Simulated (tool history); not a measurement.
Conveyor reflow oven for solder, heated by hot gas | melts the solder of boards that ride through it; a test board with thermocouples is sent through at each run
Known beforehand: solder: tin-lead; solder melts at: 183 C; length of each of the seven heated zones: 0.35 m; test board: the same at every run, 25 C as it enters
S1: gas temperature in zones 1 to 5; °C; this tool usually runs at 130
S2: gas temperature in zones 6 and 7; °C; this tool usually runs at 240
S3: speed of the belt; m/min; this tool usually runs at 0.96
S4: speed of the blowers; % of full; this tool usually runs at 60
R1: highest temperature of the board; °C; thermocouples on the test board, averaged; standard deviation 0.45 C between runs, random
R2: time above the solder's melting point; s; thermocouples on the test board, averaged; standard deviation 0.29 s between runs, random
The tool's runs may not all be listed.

run   hour   S1   S2     S3  S4     R1    R2
  1      0  130  240   0.96  60  212.1  27.4
  2   12.7  130  240   0.96  60  211.4  27.9
      44.2  -- flux residue cleaned out of gas plates and filters
  3   47.8  130  240   0.96  60  212.6  29.2
  4   74.4  130  240   0.96  60  212.9  28.3
  5     87  130  235   0.96  60  209.6  25.9
  6  108.7  130  235   0.96  61  209.8  26.6
  7  133.1  130  235  1.029  61  206.7  22.4
  8  148.6  130  235  1.029  61  205.9  22.1
  9  171.9  130  241   0.96  60  214.3  28.7
 10  185.9  130  241   0.96  60  213.6  28.6
 11  198.4  130  241   0.96  60  213.1  28.8
 12  213.5  130  240   0.96  60    212  27.7
 13  236.8  130  240   0.96  60  211.2  27.7
 14  252.9  130  240   0.96  65  213.4  28.6
       275  -- flux residue cleaned out of gas plates and filters
 15  279.9  130  240   0.96  72  217.3  30.4
 16  304.6  130  240  1.007  80  217.2  29.4
 17    330  130  237  1.007  61  208.8  23.9
 18  355.3  118  240  0.816  60  216.3    34
 19  380.7  118  240  1.021  60  206.3    21
 20  407.4  130  242   0.96  77  219.3  31.8
 21  423.7  118  237  1.073  86  209.7  22.8
 22  444.3  130  238  0.913  88  219.2  34.4
 23  468.9  117  240   0.96  60  207.9  23.5
 24  486.5  131  229  1.055  55  195.8  15.1
     504.1  -- flux residue cleaned out of gas plates and filters
 25  520.7  126  240  1.092  79  212.4  24.3
 26  544.2  121  253   1.04  60  217.7  27.1
 27  570.4  139  248   0.99  52  215.9  30.4
 28  599.9  123  237   0.96  60  207.4    25
 29  618.2  130  231  1.072  60  199.2  17.3
 30  640.1  130  231  1.072  60    200  17.2

Selected run-to-run steps in R1, each split into two signed amounts: the part the tool would show with no hidden state at all (from settings, incoming material and random variation), and the remainder, which goes to the hidden state together with any gauge scatter not common to the measured and the hidden-state-free results:
Unlogged tool condition in this case: heat that the gas passes to the board, % of a clean oven's; belt's true speed, % of the reading; true gas temperature in zones 6 and 7 over the reading, C; drift of the gauge itself on peak_c, C; drift of the gauge itself on liquid_s, %.
Run 2 -> 3: flux residue cleaned out of gas plates and filters. R1 +1.2 °C: hidden state +1.4, all else -0.2.
Run 14 -> 15: S4 65 -> 72, flux residue cleaned out of gas plates and filters. R1 +3.9 °C: hidden state +0.9, all else +3.
Run 19 -> 20: S1 118 -> 130, S2 240 -> 242, S3 1.021 -> 0.96, S4 60 -> 77. R1 +13 °C: hidden state -0.3, all else +13.3.
Run 23 -> 24: S1 117 -> 131, S2 240 -> 229, S3 0.96 -> 1.055, S4 60 -> 55. R1 -12.1 °C: hidden state +0.1, all else -12.2.
Run 24 -> 25: S1 131 -> 126, S2 229 -> 240, S3 1.055 -> 1.092, S4 55 -> 79, flux residue cleaned out of gas plates and filters. R1 +16.6 °C: hidden state +1.3, all else +15.3.

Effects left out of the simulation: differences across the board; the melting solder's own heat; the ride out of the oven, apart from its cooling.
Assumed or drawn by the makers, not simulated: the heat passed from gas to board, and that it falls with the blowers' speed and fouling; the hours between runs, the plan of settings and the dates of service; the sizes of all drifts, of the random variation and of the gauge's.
